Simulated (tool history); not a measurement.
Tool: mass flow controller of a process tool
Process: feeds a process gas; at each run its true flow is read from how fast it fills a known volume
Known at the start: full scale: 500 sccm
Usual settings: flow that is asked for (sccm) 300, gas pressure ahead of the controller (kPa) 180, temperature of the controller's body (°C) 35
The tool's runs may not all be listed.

| run | hour | flow that is asked for (sccm) | gas pressure ahead of the controller (kPa) | temperature of the controller's body (°C) | true flow (%) |
|---|---|---|---|---|---|
| 1 | 0.0 | 300 | 180 | 35 | 97.87 |
| 2 | 109.2 | 57 | 180 | 35 | 95.61 |
| 3 | 219.3 | 57 | 180 | 35 | 95.43 |
| 4 | 323.4 | 57 | 180 | 35 | 95.45 |
| 5 | 425.7 | 171 | 180 | 35 | 96.81 |
| 6 | 510.1 | 171 | 180 | 35 | 96.73 |
| 7 | 623.8 | 171 | 156 | 35 | 96.95 |
| 8 | 674.9 | 171 | 156 | 35 | 97.03 |
| 9 | 728.6 | 473 | 221 | 30 | 99.59 |
| 10 | 797.3 | 258 | 149 | 33 | 97.97 |
| 11 | 901.7 | 55 | 219 | 36 | 95.06 |

Forecast each of these 5 alternatives for the next run:
| A | 992.6 | 118 | 263 | 35 | ? |
| B | 992.6 | 101 | 219 | 36 | ? |
| C | 992.6 | 405 | 145 | 35 | ? |
| D | 992.6 | 73 | 219 | 32 | ? |
| E | 992.6 | 72 | 219 | 25 | ? |

| run | true flow (%) |
|---|---|
| A | 95.95 |
| B | 95.81 |
| C | 98.80 |
| D | 95.69 |
| E | 96.48 |
Without the tool's hidden state the same runs would have given:
| run | true flow (%) |
|---|---|
| A | 96.10 |
| B | 96.06 |
| C | 98.55 |
| D | 96.19 |
| E | 97.00 |

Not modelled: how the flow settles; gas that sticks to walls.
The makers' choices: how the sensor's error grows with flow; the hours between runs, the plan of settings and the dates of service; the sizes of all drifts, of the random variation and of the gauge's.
